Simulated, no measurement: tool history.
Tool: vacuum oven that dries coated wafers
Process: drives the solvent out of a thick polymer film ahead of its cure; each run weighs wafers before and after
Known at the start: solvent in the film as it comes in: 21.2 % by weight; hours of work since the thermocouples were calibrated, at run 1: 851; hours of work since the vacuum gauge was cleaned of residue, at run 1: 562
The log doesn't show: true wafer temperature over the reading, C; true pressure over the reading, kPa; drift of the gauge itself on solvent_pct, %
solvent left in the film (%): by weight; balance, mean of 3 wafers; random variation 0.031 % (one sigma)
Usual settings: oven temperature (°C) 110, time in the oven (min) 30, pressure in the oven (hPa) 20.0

| run | hour | oven temperature (°C) | time in the oven (min) | pressure in the oven (hPa) | hours of work since the thermocouples were calibrated | hours of work since the vacuum gauge was cleaned of residue | solvent left in the film (%) |
|---|---|---|---|---|---|---|---|
| 1 | 0.0 | 110 | 30 | 20.0 | 851 | 562 | 1.33 |
| 2 | 37.7 | 110 | 17 | 20.0 | 868 | 579 | 3.48 |
| 3 | 63.7 | 110 | 30 | 30.0 | 880 | 591 | 1.63 |
| 4 | 98.7 | 110 | 30 | 20.0 | 896 | 607 | 1.34 |
| 5 | 116.3 | 110 | 30 | 20.0 | 904 | 615 | 1.39 |
| 6 | 158.8 | 110 | 30 | 20.0 | 924 | 635 | 1.33 |
| 7 | 186.7 | 110 | 30 | 20.0 | 936 | 647 | 1.36 |
| 8 | 216.3 | 110 | 30 | 20.0 | 950 | 661 | 1.40 |
| 9 | 246.1 | 100 | 30 | 20.0 | 964 | 674 | 3.20 |
| 10 | 279.4 | 100 | 30 | 20.0 | 979 | 690 | 3.29 |
| 11 | 304.6 | 100 | 30 | 20.0 | 990 | 701 | 3.21 |
| 12 | 345.5 | 100 | 30 | 20.0 | 1009 | 720 | 3.21 |
| 13 | 372.5 | 121 | 30 | 20.0 | 1021 | 732 | 0.55 |
| 14 | 413.9 | 110 | 30 | 20.0 | 1040 | 751 | 1.43 |
| 15 | 447.4 | 115 | 30 | 20.0 | 1055 | 766 | 0.86 |
| 16 | 479.6 | 115 | 30 | 20.0 | 1070 | 781 | 0.83 |
| 17 | 510.9 | 115 | 30 | 20.0 | 1084 | 795 | 0.90 |
| 18 | 543.5 | 115 | 30 | 20.0 | 1099 | 810 | 0.90 |
| 19 | 575.6 | 102 | 30 | 20.0 | 1114 | 825 | 2.76 |
| 20 | 610.5 | 102 | 35 | 20.0 | 1130 | 841 | 2.21 |
| 21 | 646.4 | 102 | 35 | 20.0 | 1146 | 857 | 2.15 |
| 22 | 672.3 | 110 | 30 | 16.5 | 1158 | 869 | 1.28 |
| 23 | 701.4 | 110 | 30 | 16.5 | 1171 | 882 | 1.24 |
| 24 | 727.7 | 110 | 30 | 16.5 | 1183 | 894 | 1.31 |
| 25 | 747.1 | 110 | 30 | 16.5 | 1192 | 903 | 1.28 |
| 26 | 780.2 | 113 | 23 | 13.0 | 1207 | 918 | 1.50 |
| 27 | 810.0 | 100 | 30 | 34.6 | 1221 | 932 | 3.64 |
| 28 | 836.6 | 114 | 15 | 20.0 | 1233 | 944 | 3.12 |
| 29 | 877.4 | 104 | 30 | 29.4 | 1252 | 963 | 2.57 |
| 30 | 894.9 | 104 | 30 | 29.4 | 1260 | 971 | 2.56 |
| 31 | 924.2 | 106 | 24 | 20.0 | 1273 | 984 | 2.81 |
| 32 | 954.1 | 95 | 28 | 15.0 | 1287 | 998 | 4.75 |

The next listed run, before its measurement:
| 33 | 972.7 | 95 | 28 | 15.0 | 1295 | 1006 | ? |

{"run 33": {"solvent left in the film (%)": 4.79}}
Without the tool's hidden state the same run would have given solvent left in the film (%) 5.16.
